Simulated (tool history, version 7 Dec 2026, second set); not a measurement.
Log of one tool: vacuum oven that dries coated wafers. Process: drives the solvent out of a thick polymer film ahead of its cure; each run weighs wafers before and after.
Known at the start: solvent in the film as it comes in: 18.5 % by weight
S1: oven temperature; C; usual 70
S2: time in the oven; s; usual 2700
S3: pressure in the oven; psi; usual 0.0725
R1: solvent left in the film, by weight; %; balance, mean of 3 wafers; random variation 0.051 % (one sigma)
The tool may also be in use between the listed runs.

Run 1, hour 0: usual settings. Result: R1 1.41 %.
Run 2, hour 21.9: usual settings. Result: R1 1.42 %.
Run 3, hour 49.1: usual settings. Result: R1 1.51 %.
Run 4, hour 65.5: usual settings. Result: R1 1.48 %.
Run 5, hour 89.3: usual settings but S3 0.0635 psi. Result: R1 1.4 %.
Run 6, hour 117.3: usual settings but S3 0.0635 psi. Result: R1 1.53 %.
Run 7, hour 133.8: usual settings but S3 0.0635 psi. Result: R1 1.44 %.
Run 8, hour 154: usual settings but S1 66 C, S2 3360 s. Result: R1 1.6 %.
Run 9, hour 179.5: usual settings but S1 66 C, S2 3360 s. Result: R1 1.65 %.
Run 10, hour 207.1: usual settings but S1 74 C, S3 0.1749 psi. Result: R1 1.21 %.
Run 11, hour 232.8: usual settings but S1 80 C, S3 0.0625 psi. Result: R1 0.35 %.
Run 12, hour 253.4: usual settings but S1 84 C, S2 1740 s, S3 0.1807 psi. Result: R1 0.89 %.
Run 13, hour 269.1: usual settings but S2 2760 s, S3 0.2806 psi. Result: R1 2 %.

Measured less the same run without the tool's hidden state. The same run-to-run variation is in both; the gauge's scatter may not be:
The hidden state here: true wafer temperature over the reading, C; true pressure over the reading, kPa; drift of the gauge itself on solvent_pct, %.
run     R1
  1   +0.3
  2   +0.3
  3  +0.32
  4  +0.33
  5  +0.32
  6  +0.34
  7  +0.33
  8  +0.36
  9  +0.38
 10  +0.27
 11  +0.14
 12   +0.2
 13  +0.39
